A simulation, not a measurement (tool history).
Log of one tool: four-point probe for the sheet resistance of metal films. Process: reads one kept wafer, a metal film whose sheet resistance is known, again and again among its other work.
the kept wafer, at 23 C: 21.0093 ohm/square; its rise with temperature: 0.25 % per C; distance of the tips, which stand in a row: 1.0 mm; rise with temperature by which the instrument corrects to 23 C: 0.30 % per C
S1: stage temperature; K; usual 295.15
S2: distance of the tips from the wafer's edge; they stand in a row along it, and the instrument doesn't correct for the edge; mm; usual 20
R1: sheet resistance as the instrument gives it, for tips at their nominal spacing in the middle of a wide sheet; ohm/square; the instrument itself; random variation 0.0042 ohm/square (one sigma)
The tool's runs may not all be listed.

| run | hour | S1 | S2 | R1 |
|---|---|---|---|---|
| 1 | 0 | 295.15 | 20 | 20.992974 |
| 2 | 77.3 | 295.15 | 20 | 21.002771 |
| 3 | 148.9 | 295.15 | 5 | 21.423462 |
| 4 | 224.4 | 295.15 | 5 | 21.421274 |
| 5 | 344.3 | 295.15 | 5 | 21.438568 |
| 6 | 411.6 | 295.15 | 23 | 21.018132 |
| 7 | 528.7 | 295.15 | 50 | 21.009503 |
| 8 | 634.6 | 300.15 | 20 | 21.00285 |
| 9 | 756.8 | 300.15 | 20 | 21.004533 |
| 10 | 898.5 | 295.15 | 20 | 21.05351 |
| 11 | 1014 | 295.15 | 20 | 21.063017 |
| 12 | 1106.9 | 294.15 | 20 | 21.077319 |
| 13 | 1194.1 | 295.15 | 20 | 21.072644 |
| 14 | 1287.1 | 297.15 | 20 | 21.064956 |
|  | 1368.8 | stage's thermometer calibrated |
| 15 | 1390.4 | 305.15 | 20 | 20.984851 |
| 16 | 1527.4 | 295.15 | 20 | 21.078972 |
| 17 | 1606.7 | 295.15 | 10 | 21.172968 |
| 18 | 1664.3 | 291.15 | 10 | 21.210007 |
| 19 | 1784.4 | 291.15 | 10 | 21.211657 |
| 20 | 1872.3 | 295.15 | 38 | 21.076011 |
| 21 | 2007.2 | 299.15 | 38 | 21.054351 |
| 22 | 2102.2 | 299.15 | 38 | 21.055869 |
| 23 | 2215.7 | 295.15 | 20 | 21.126141 |
| 24 | 2326.3 | 295.15 | 20 | 21.135148 |
| 25 | 2461.5 | 303.15 | 63 | 21.041123 |
| 26 | 2584 | 305.15 | 3 | 22.219632 |
| 27 | 2706.1 | 305.15 | 3 | 22.215535 |
| 28 | 2847.1 | 303.15 | 6 | 21.369401 |
| 29 | 2980.2 | 293.15 | 16 | 21.206559 |
| 30 | 3110.5 | 291.15 | 74 | 21.18144 |
|  | 3232.5 | new probe head fitted |
| 31 | 3245.8 | 306.15 | 9 | 21.046611 |
| 32 | 3311.2 | 299.15 | 3 | 22.149325 |
| 33 | 3414.3 | 303.15 | 32 | 20.958794 |
|  | 3512.5 | stage's thermometer calibrated |
| 34 | 3555.9 | 295.15 | 5 | 21.447088 |
| 35 | 3616.1 | 295.15 | 5 | 21.44664 |
| 36 | 3678.2 | 291.15 | 22 | 21.070638 |
| 37 | 3753.3 | 296.15 | 6 | 21.320761 |
| 38 | 3823.7 | 297.15 | 6 | 21.311779 |
| 39 | 3888.1 | 297.15 | 6 | 21.320932 |
| 40 | 3956.5 | 294.15 | 22 | 21.064962 |
| 41 | 4069 | 292.15 | 20 | 21.095475 |
| 42 | 4139 | 292.15 | 11 | 21.154289 |
| 43 | 4205.2 | 305.15 | 4 | 21.639732 |
| 44 | 4289.1 | 304.15 | 23 | 20.993139 |
| 45 | 4403.6 | 292.15 | 3 | 22.276692 |

3 ways to go on from here, each from the tool as it stands after run 45. What would each give?
| A | 4527.8 | 304.15 | 29 | ? |
| B | 4527.8 | 300.15 | 59 | ? |
| C | 4527.8 | 301.15 | 8 | ? |

| run | R1 |
|---|---|
| A | 20.993224 |
| B | 21.017445 |
| C | 21.190401 |
Without the tool's hidden state the same runs would have given:
| run | R1 |
|---|---|
| A | 20.94669 |
| B | 20.970758 |
| C | 21.143378 |

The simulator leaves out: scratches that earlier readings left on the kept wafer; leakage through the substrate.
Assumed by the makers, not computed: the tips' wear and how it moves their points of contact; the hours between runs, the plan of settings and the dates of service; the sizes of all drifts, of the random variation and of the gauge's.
